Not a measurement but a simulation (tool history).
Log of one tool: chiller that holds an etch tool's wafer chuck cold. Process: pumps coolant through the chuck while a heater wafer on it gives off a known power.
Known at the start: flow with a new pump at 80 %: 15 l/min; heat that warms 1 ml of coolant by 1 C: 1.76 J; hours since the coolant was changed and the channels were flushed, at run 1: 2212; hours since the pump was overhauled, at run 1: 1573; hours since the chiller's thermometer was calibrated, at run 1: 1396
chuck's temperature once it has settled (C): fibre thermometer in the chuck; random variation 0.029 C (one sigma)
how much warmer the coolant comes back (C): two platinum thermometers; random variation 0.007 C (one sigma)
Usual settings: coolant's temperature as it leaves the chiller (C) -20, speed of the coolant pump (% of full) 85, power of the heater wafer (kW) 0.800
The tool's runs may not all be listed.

run,hour,coolant's temperature as it leaves the chiller (C),speed of the coolant pump (% of full),power of the heater wafer (kW),hours since the coolant was changed and the channels were flushed,hours since the pump was overhauled,hours since the chiller's thermometer was calibrated,chuck's temperature once it has settled (C),how much warmer the coolant comes back (C)
1,0.0,-20,85,0.800,2212,1573,1396,-13.13,1.738
2,110.9,-20,85,0.800,2323,1684,1507,-13.05,1.756
3,237.3,-20,85,0.800,2449,1811,1633,-13.01,1.739
4,363.5,-20,85,0.800,2575,1937,1759,-13.06,1.755
5,437.4,-20,85,0.474,2649,2011,1833,-15.99,1.037
6,502.5,-20,85,0.474,2714,2076,1898,-15.96,1.047
7,580.4,-20,85,0.474,2792,2154,1976,-16.02,1.042
8,710.0,-28,85,0.800,2922,2283,2106,-21.02,1.761
9,829.6,-20,85,0.803,3041,2403,2225,-12.96,1.763
10,931.8,-20,85,0.803,3144,2505,2327,-12.97,1.774
11,1001.5,-20,85,0.800,3213,2575,2397,-13.00,1.772
12,1073.1,-20,85,0.800,3285,2646,2469,-12.99,1.767
13,1211.5,-20,85,0.800,3423,2785,2607,-12.98,1.765
# hour 1219.5: chiller's thermometer calibrated
14,1338.9,-20,97,0.800,3550,2911,119,-13.77,1.532
15,1426.5,-20,97,0.800,3637,2999,207,-13.79,1.532
16,1525.7,-20,97,0.800,3736,3098,306,-13.76,1.535
17,1664.5,-20,75,0.681,3875,3237,445,-13.41,1.752
18,1792.9,-29,76,0.457,4004,3365,573,-24.76,1.167
19,1891.7,-29,93,1.150,4102,3464,672,-19.36,2.339
20,2037.2,-23,85,0.523,4248,3609,818,-18.56,1.194
# hour 2077.7: coolant changed, channels flushed
# hour 2087.8: chiller's thermometer calibrated, once more
21,2168.1,-23,63,0.523,89,3733,80,-17.01,1.672
22,2233.7,-19,60,0.800,155,3799,146,-9.54,2.692
23,2369.9,-19,60,0.800,291,3935,282,-9.46,2.707
24,2469.2,-19,60,0.800,390,4034,381,-9.42,2.696
25,2593.4,-19,60,0.800,515,4159,506,-9.36,2.707
26,2727.0,-24,85,0.863,648,4292,639,-16.21,1.968
27,2840.8,-23,96,0.651,762,4406,753,-17.71,1.292
28,2923.0,-12,85,0.602,844,4488,835,-6.54,1.375
29,3064.5,-24,63,0.402,986,4630,977,-19.29,1.303
30,3191.1,-15,85,0.800,1112,4756,1103,-7.77,1.847
# hour 3302.0: coolant pump overhauled
31,3324.0,-15,85,0.800,1240,22,1231,-8.15,1.706
32,3401.0,-20,67,0.800,1317,99,1308,-11.65,2.254

Hidden state at the last listed run before each entry between runs and at the first one after, where it differs:
Between runs 13 and 14: chiller's thermometer calibrated (hour 1219.5)
  heat passed by the chuck's channels, % of clean ones': 91.3 -> 91; flow at a given pump speed, % of a new pump's: 95.3 -> 95.1; coolant's true temperature over the reading, C: -0.42 -> -0.49
  measured less the result without the state, chuck's temperature once it has settled (C): +0.38 -> +0.25; how much warmer the coolant comes back (C): +0.083 -> +0.074
Between runs 20 and 21: coolant changed, channels flushed (hour 2077.7); chiller's thermometer calibrated, once more (hour 2087.8)
  heat passed by the chuck's channels, % of clean ones': 89.2 -> 99.5; flow at a given pump speed, % of a new pump's: 94 -> 93.8; coolant's true temperature over the reading, C: -0.6 -> 0.13
  measured less the result without the state, chuck's temperature once it has settled (C): +0.07 -> +0.42; how much warmer the coolant comes back (C): +0.071 -> +0.103
Between runs 30 and 31: coolant pump overhauled (hour 3302.0)
  heat passed by the chuck's channels, % of clean ones': 96.9 -> 96.6; flow at a given pump speed, % of a new pump's: 92.1 -> 99.2; coolant's true temperature over the reading, C: -0.03 -> -0.05
  measured less the result without the state, chuck's temperature once it has settled (C): +0.57 -> +0.19; how much warmer the coolant comes back (C): +0.145 -> +0.013
